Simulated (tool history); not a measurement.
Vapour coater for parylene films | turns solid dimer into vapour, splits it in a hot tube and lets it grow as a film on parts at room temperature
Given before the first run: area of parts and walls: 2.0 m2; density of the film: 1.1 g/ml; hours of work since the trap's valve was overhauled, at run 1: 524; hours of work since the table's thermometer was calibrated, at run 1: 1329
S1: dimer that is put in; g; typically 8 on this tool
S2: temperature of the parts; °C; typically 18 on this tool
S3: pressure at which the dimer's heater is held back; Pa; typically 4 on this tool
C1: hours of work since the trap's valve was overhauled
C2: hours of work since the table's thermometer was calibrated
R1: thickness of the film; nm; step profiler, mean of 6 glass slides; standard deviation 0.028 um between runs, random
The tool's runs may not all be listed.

Run 1, hour 0: usual settings; C1 524; C2 1329. Result: R1 2530 nm.
Run 2, hour 59.4: usual settings; C1 569; C2 1375. Result: R1 2440 nm.
Run 3, hour 93.2: usual settings; C1 594; C2 1400. Result: R1 2520 nm.
Run 4, hour 126.3: usual settings; C1 619; C2 1425. Result: R1 2480 nm.
Run 5, hour 167.1: usual settings; C1 651; C2 1456. Result: R1 2480 nm.
Run 6, hour 198.7: usual settings; C1 675; C2 1480. Result: R1 2520 nm.
At hour 205.8: trap's valve overhauled.
Run 7, hour 265.3: usual settings; C1 45; C2 1528. Result: R1 2470 nm.
Run 8, hour 305.5: usual settings; C1 76; C2 1559. Result: R1 2540 nm.
Run 9, hour 343.8: usual settings; C1 105; C2 1588. Result: R1 2460 nm.
Run 10, hour 398.1: usual settings; C1 146; C2 1629. Result: R1 2450 nm.
Run 11, hour 437.8: usual settings but S1 11 g, S2 11 °C; C1 176; C2 1659. Result: R1 3890 nm.
Run 12, hour 485.9: usual settings but S1 6 g, S3 4.7 Pa; C1 213; C2 1696. Result: R1 1840 nm.
Run 13, hour 526.3: usual settings but S3 5.67 Pa; C1 244; C2 1726. Result: R1 2360 nm.
Run 14, hour 582.7: usual settings but S2 10 °C, S3 2.41 Pa; C1 287; C2 1769. Result: R1 3150 nm.
Run 15, hour 622.7: usual settings but S2 10 °C, S3 2.41 Pa; C1 317; C2 1800. Result: R1 3150 nm.
Run 16, hour 664.9: usual settings but S3 3.56 Pa; C1 349; C2 1832. Result: R1 2510 nm.
Run 17, hour 722.9: usual settings but S1 7 g, S2 15 °C, S3 11.36 Pa; C1 393; C2 1876. Result: R1 2090 nm.
Run 18, hour 766.9: usual settings but S1 5 g, S2 13 °C, S3 4.4 Pa; C1 427; C2 1909. Result: R1 1720 nm.

Below are 4 alternative next runs, each starting from the tool's condition after run 18. Predict each:
Run A, hour 797.5: usual settings but S1 10 g, S2 13 °C, S3 7.8 Pa; C1 450; C2 1933. Result: R1 ?.
Run B, hour 797.5: usual settings but S1 5 g, S2 15 °C, S3 3.53 Pa; C1 450; C2 1933. Result: R1 ?.
Run C, hour 797.5: usual settings but S2 19 °C; C1 450; C2 1933. Result: R1 ?.
Run D, hour 797.5: usual settings but S1 3 g, S2 21 °C, S3 7.81 Pa; C1 450; C2 1933. Result: R1 ?.

run    R1
  A  3210
  B  1730
  C  2440
  D   810
With the hidden condition removed and each run's random variation left untouched, the same runs would have given:
run    R1
  A  3220
  B  1730
  C  2450
  D   820

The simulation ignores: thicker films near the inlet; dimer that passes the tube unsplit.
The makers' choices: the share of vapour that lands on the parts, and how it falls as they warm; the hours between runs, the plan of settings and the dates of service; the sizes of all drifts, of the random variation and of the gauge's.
